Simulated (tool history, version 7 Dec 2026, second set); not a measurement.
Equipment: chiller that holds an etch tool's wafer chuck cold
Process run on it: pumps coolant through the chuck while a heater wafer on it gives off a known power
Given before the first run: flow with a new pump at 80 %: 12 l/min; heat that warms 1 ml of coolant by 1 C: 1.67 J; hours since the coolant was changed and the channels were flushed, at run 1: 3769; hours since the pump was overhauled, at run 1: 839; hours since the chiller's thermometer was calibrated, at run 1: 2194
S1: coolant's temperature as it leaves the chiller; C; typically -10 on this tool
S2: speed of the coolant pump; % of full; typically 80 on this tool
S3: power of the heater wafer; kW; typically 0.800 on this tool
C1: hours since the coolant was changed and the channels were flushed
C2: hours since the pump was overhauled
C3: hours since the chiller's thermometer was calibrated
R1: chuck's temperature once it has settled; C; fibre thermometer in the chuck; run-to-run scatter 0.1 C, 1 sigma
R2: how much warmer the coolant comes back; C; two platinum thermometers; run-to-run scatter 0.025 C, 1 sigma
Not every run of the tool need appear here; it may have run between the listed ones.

run     day   S1  S2     S3    C1    C2    C3    R1    R2
  1   0.000  -10  80  0.800  3769   839  2194  -1.1  2.46
  2   3.550  -10  80  0.800  3855   925  2279  -1.4  2.40
  3   6.821  -10  72  0.800  3933  1003  2357  -0.6  2.64
  4   9.450  -10  72  0.800  3996  1066  2420  -0.7  2.61
  5  13.888  -10  72  0.800  4103  1173  2527  -0.7  2.64
     15.779  -- coolant changed, channels flushed
  6  18.175  -10  72  0.800    57  1270  2624  -0.6  2.63
  7  20.429  -10  80  0.958   112  1324  2678   0.6  2.81
  8  24.442  -10  80  0.958   208  1420  2774   0.6  2.82
  9  28.112  -10  80  0.958   296  1508  2862   0.5  2.83
     28.450  -- chiller's thermometer calibrated
 10  30.517  -10  80  0.958   353  1565    50   0.5  2.83
 11  32.588  -10  87  0.800   402  1615    99  -1.5  2.13
 12  35.158  -10  80  0.800   464  1676   161  -1.2  2.33
 13  37.388  -10  62  0.800   518  1730   214   0.2  3.00
 14  41.650  -16  80  0.800   620  1832   317  -7.3  2.29
 15  43.783   -2  97  0.800   671  1883   368   5.9  1.86
 16  47.021  -11  73  0.800   749  1961   446  -1.6  2.52
 17  49.738  -11  73  0.800   814  2026   511  -1.8  2.44
 18  51.779  -11  73  0.800   863  2075   560  -1.7  2.52

Run 19 has not been measured yet. What should we expect?
 19  55.142  -11  85  1.034  944  2156  641   ?   ?

Run 19 produced R1 0.2 C, R2 2.75 C.
Minus the tool's unlogged condition, the same run would have read R1 0.1 C, R2 2.91 C.
